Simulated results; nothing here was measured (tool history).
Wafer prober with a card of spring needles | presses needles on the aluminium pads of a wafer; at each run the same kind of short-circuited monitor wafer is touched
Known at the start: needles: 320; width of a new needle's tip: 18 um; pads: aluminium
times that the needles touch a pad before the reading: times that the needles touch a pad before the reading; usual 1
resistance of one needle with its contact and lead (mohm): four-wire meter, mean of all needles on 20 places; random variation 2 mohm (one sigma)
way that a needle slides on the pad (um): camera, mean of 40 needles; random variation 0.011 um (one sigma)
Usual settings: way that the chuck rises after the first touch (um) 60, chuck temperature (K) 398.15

run,day,way that the chuck rises after the first touch (um),chuck temperature (K),times that the needles touch a pad before the reading,resistance of one needle with its contact and lead (mohm),way that a needle slides on the pad (um)
1,0.000,60,398.15,1,305,7.28
# day 0.050: tips cleaned on abrasive film
2,0.242,60,398.15,1,277,7.24
3,0.425,60,398.15,1,300,7.29
4,0.775,60,398.15,1,315,7.29
# day 0.983: tips cleaned on abrasive film
5,1.025,60,398.15,1,228,7.29
6,1.433,60,398.15,1,299,7.26
7,1.725,60,398.15,1,312,7.28
# day 1.896: tips cleaned on abrasive film
8,2.117,60,398.15,1,279,7.28
9,2.350,60,398.15,1,303,7.27
10,2.662,60,398.15,3,246,7.25
# day 2.833: tips cleaned on abrasive film
11,2.988,60,398.15,3,234,7.26
12,3.362,60,398.15,3,246,7.26
# day 3.750: tips cleaned on abrasive film
13,3.771,43,353.15,1,252,5.16
14,3.975,66,301.15,1,259,8.00
15,4.288,66,301.15,1,284,8.01
16,4.492,43,314.15,2,326,5.19
# day 4.671: tips cleaned on abrasive film
17,4.896,43,301.15,2,291,5.18
18,5.267,60,302.15,1,301,7.24
19,5.471,50,302.15,1,357,6.02
# day 5.596: tips cleaned on abrasive film
20,5.796,50,302.15,1,292,6.03

Hidden state or all else? Some run-to-run changes of resistance of one needle with its contact and lead (mohm), split into what the settings, what came in and random variation would give without the hidden state, and what is left for the hidden state (with any gauge scatter that isn't in both results):
The hidden state here: debris on the tips, nm; way that the needles fall short of the set height, um; tips' diameter, um; drift of the gauge itself on contact_mohm, %; drift of the gauge itself on scrub_um, %.
Run 4 -> 5: tips cleaned on abrasive film. resistance of one needle with its contact and lead (mohm) -87: hidden state -79, all else -8.
Run 5 -> 6: no setting changed, nothing entered. resistance of one needle with its contact and lead (mohm) +71: hidden state +68, all else +3.
